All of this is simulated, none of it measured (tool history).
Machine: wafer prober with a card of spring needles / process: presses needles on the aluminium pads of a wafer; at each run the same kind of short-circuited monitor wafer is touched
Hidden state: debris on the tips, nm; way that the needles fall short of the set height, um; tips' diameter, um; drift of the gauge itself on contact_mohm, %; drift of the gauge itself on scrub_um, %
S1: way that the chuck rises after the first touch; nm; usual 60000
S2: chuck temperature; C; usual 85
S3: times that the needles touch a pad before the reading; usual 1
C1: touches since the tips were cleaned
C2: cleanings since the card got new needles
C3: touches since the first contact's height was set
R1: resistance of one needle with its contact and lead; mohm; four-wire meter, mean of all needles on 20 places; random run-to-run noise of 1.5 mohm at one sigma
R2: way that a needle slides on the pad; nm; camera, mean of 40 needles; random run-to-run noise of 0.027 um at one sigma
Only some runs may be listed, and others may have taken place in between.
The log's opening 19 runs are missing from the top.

run,hour,S1,S2,S3,C1,C2,C3,R1,R2
20,157.9,58000,85,1,5770,15,17990,176,9590
# hour 163.6: tips cleaned on abrasive film
21,169,60000,42,2,1733,16,21534,144,9900
22,179.4,42000,85,2,5098,16,24899,184,6900
23,186,42000,85,2,7222,16,27023,185,6910
# hour 187.1: tips cleaned on abrasive film
24,192.6,55000,59,2,1790,17,29137,154,9080
25,201.9,72000,40,2,4785,17,32132,149,11920
26,208.5,57000,61,1,6924,17,34271,176,9420
# hour 211.1: tips cleaned on abrasive film
27,217.8,57000,61,1,2156,18,37240,165,9400
28,226.2,66000,61,1,4850,18,39934,166,10900
# hour 234.7: tips cleaned on abrasive film
29,236.2,60000,61,1,478,19,43139,150,9890
30,243.2,60000,61,1,2740,19,45401,162,9850
31,250,62000,85,1,4956,19,47617,174,10250
# hour 257.8: tips cleaned on abrasive film
32,261.1,56000,66,2,1066,20,51154,150,9240
33,266.9,56000,66,2,2938,20,53026,157,9220
34,275.8,49000,75,2,5824,20,55912,176,8040

Below are 4 alternative next runs, each starting from the tool's condition after run 34. Predict each:
# hour 281.3: tips cleaned on abrasive film
A,285.2,60000,113,1,1246,21,58905,?,?
# hour 281.3: tips cleaned on abrasive film
B,285.2,58000,31,2,1246,21,58905,?,?
# hour 281.3: tips cleaned on abrasive film
C,285.2,46000,42,2,1246,21,58905,?,?
# hour 281.3: tips cleaned on abrasive film
D,285.2,44000,28,2,1246,21,58905,?,?

run,R1,R2
A,163,9860
B,150,9590
C,156,7570
D,158,7120
Take away the tool's hidden state, keep each run's random variation, and the runs would have read:
run,R1,R2
A,144,9940
B,136,9670
C,135,7650
D,135,7200
